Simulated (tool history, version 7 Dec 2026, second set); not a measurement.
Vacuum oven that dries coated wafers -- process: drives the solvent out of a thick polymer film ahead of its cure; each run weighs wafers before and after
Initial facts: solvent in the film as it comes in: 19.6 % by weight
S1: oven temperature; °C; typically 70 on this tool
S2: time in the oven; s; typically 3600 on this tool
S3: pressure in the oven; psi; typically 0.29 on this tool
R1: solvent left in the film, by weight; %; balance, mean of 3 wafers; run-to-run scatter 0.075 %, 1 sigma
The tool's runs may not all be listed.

Run 1, day 0: usual settings. Result: R1 5.92 %.
Run 2, day 2.883: usual settings. Result: R1 6.05 %.
Run 3, day 7.546: usual settings. Result: R1 6.17 %.
Run 4, day 12.692: usual settings. Result: R1 6.15 %.
Run 5, day 18.162: usual settings. Result: R1 6.31 %.
Run 6, day 20.846: usual settings but S2 1860 s. Result: R1 8.91 %.
Run 7, day 25.575: usual settings but S2 1860 s. Result: R1 8.94 %.
Run 8, day 31.017: usual settings but S2 1860 s. Result: R1 9.02 %.
Run 9, day 33.858: usual settings but S3 0.248 psi. Result: R1 5.82 %.
Run 10, day 36.738: usual settings but S3 0.248 psi. Result: R1 5.94 %.
Run 11, day 41.271: usual settings. Result: R1 6.26 %.
Run 12, day 46.662: usual settings but S1 67 °C. Result: R1 7.69 %.
Run 13, day 51.717: usual settings but S1 56 °C. Result: R1 12.7 %.
Run 14, day 56.85: usual settings but S1 65 °C. Result: R1 8.55 %.
Run 15, day 60.988: usual settings. Result: R1 6.61 %.
Run 16, day 64.225: usual settings. Result: R1 6.55 %.
Run 17, day 69.496: usual settings but S2 2160 s. Result: R1 8.65 %.
Run 18, day 74.046: usual settings but S1 79 °C, S3 0.173 psi. Result: R1 2.8 %.
At day 74.867: oven's thermocouples calibrated.
Run 19, day 78.154: usual settings but S1 79 °C, S3 0.395 psi. Result: R1 4.41 %.
Run 20, day 82.275: usual settings but S1 85 °C, S3 0.395 psi. Result: R1 3.3 %.
Run 21, day 84.625: usual settings but S1 65 °C, S2 2820 s, S3 0.395 psi. Result: R1 10.5 %.
Run 22, day 89.842: usual settings but S1 65 °C, S2 2820 s, S3 0.395 psi. Result: R1 10.44 %.
Run 23, day 94.146: usual settings but S1 65 °C, S2 2820 s, S3 0.395 psi. Result: R1 10.5 %.
Run 24, day 98.788: usual settings but S1 83 °C, S2 3120 s, S3 0.392 psi. Result: R1 3.69 %.
Run 25, day 102.767: usual settings but S1 81 °C, S2 2520 s. Result: R1 3.9 %.
Run 26, day 107.196: usual settings but S1 81 °C, S2 2520 s. Result: R1 3.91 %.
Run 27, day 109.833: usual settings but S1 81 °C, S2 2520 s. Result: R1 4 %.
Run 28, day 113.888: usual settings but S1 75 °C, S2 5220 s. Result: R1 4.09 %.
Run 29, day 116.317: usual settings but S1 75 °C, S2 5220 s. Result: R1 4.08 %.
Run 30, day 121.775: usual settings but S1 64 °C, S2 2460 s, S3 0.374 psi. Result: R1 11.66 %.
Run 31, day 125.025: usual settings but S1 64 °C, S2 2460 s, S3 0.374 psi. Result: R1 11.39 %.
Run 32, day 127.571: usual settings but S1 63 °C, S2 2760 s, S3 0.367 psi. Result: R1 11.36 %.

5 ways to go on from here, each from the tool as it stands after run 32. What would each give?
Run A, day 131.404: usual settings but S1 67 °C, S2 2520 s, S3 0.677 psi. Result: R1 ?.
Run B, day 131.404: usual settings but S1 74 °C, S2 2760 s, S3 0.525 psi. Result: R1 ?.
Run C, day 131.404: usual settings but S1 59 °C, S3 0.727 psi. Result: R1 ?.
Run D, day 131.404: usual settings but S1 67 °C, S2 3540 s, S3 0.988 psi. Result: R1 ?.
Run E, day 131.404: usual settings but S1 68 °C, S2 2280 s, S3 0.463 psi. Result: R1 ?.

run     R1
  A  13.54
  B   8.33
  C  18.15
  D   16.6
  E  10.87
Without the tool's unlogged condition, the same runs would have read:
run     R1
  A  12.46
  B   7.43
  C  16.78
  D  15.35
  E   9.91
